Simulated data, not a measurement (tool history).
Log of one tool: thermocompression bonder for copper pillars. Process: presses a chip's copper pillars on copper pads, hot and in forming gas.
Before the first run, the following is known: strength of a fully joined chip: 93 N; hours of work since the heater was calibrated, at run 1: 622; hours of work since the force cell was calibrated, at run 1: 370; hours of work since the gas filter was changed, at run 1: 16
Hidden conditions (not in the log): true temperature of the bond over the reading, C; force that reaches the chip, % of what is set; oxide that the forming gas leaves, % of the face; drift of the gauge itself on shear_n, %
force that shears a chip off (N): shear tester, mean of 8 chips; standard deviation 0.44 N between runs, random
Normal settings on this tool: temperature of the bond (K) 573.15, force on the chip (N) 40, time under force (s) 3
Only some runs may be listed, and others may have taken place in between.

run   hour  temperature of the bond (K)  force on the chip (N)  time under force (s)  hours of work since the heater was calibrated  hours of work since the force cell was calibrated  hours of work since the gas filter was changed  force that shears a chip off (N)
  1      0                       573.15                     40                     3                                            622                                                370                                              16                              38.5
      15.4  -- heater calibrated with a thermocouple chip
  2   19.5                       573.15                     40                     3                                              2                                                380                                              26                              35.7
  3   26.8                       573.15                     45                     3                                              7                                                384                                              30                              38.4
  4     41                       573.15                     58                     3                                             15                                                392                                              38                              45.6
  5   48.6                       573.15                     58                     3                                             19                                                396                                              43                              46.4
  6   65.6                       573.15                     58                     3                                             29                                                406                                              53                                46
  7   75.3                       573.15                     40                     6                                             34                                                412                                              58                              45.7
  8   87.8                       573.15                     40                     6                                             42                                                419                                              65                              45.5
  9  104.7                       573.15                     40                     6                                             51                                                429                                              75                              45.4
 10    118                       573.15                     40                     6                                             59                                                436                                              83                              45.4
 11  125.8                       573.15                     40                     3                                             63                                                441                                              87                              35.7
 12  133.3                       573.15                     40                     3                                             68                                                445                                              91                              35.4
 13  141.7                       563.15                     40                     3                                             73                                                450                                              96                              31.8
 14  155.8                       573.15                     39                     3                                             81                                                458                                             104                              35.1
 15  163.8                       573.15                     39                     3                                             85                                                463                                             109                              34.8
 16  177.6                       573.15                     40                     3                                             93                                                470                                             117                              35.2
 17    190                       573.15                     40                     3                                            100                                                478                                             124                              35.6
 18  204.5                       573.15                     40                     3                                            109                                                486                                             132                              35.8
 19  221.8                       573.15                     60                     3                                            119                                                496                                             142                              48.9
 20  237.4                       568.15                     40                     3                                            128                                                505                                             151                              33.8
 21  246.3                       568.15                     40                     3                                            133                                                510                                             156                              34.1
 22    257                       573.15                     40                     3                                            139                                                516                                             163                              35.2
 23  269.3                       567.15                     40                     3                                            146                                                523                                             170                              33.5
 24  281.8                       556.15                     40                     7                                            153                                                530                                             177                              40.1
 25  299.1                       556.15                     40                     7                                            163                                                540                                             187                              39.9
 26  309.5                       594.15                     51                     4                                            169                                                546                                             193                              57.1
 27  321.2                       594.15                     51                     4                                            176                                                553                                             199                              57.2
 28  336.8                       603.15                     32                     3                                            185                                                562                                             208                              41.7
 29  349.8                       573.15                     25                     3                                            192                                                569                                             216                              25.3
 30  364.6                       557.15                     28                     3                                            201                                                578                                             224                              22.6
 31  375.5                       557.15                     28                     3                                            207                                                584                                             231                              21.3
       393  -- forming gas filter changed
 32    393                       573.15                     50                     2                                            217                                                594                                               0                              37.1
 33  402.7                       573.15                     50                     2                                            222                                                599                                               6                              37.2
 34  414.7                       585.15                     43                     4                                            229                                                606                                              12                              48.9
 35  427.7                       573.15                     46                     3                                            237                                                614                                              20                              41.2
 36    439                       573.15                     46                     3                                            243                                                620                                              26                                41
 37  451.4                       552.15                     40                     4                                            250                                                627                                              34                              31.8

Predict each of these 3 candidate next runs independently; none follows another, all start after run 37:
  A  461.9                       572.15                     40                     6                                            256                                                633                                              40                                 ?
  B  461.9                       552.15                     40                     2                                            256                                                633                                              40                                 ?
  C  461.9                       570.15                     46                     2                                            256                                                633                                              40                                 ?

run  force that shears a chip off (N)
  A                              46.4
  B                              23.8
  C                              34.1
With no hidden state in the tool, these same runs would have given:
run  force that shears a chip off (N)
  A                              43.5
  B                              21.9
  C                              31.6
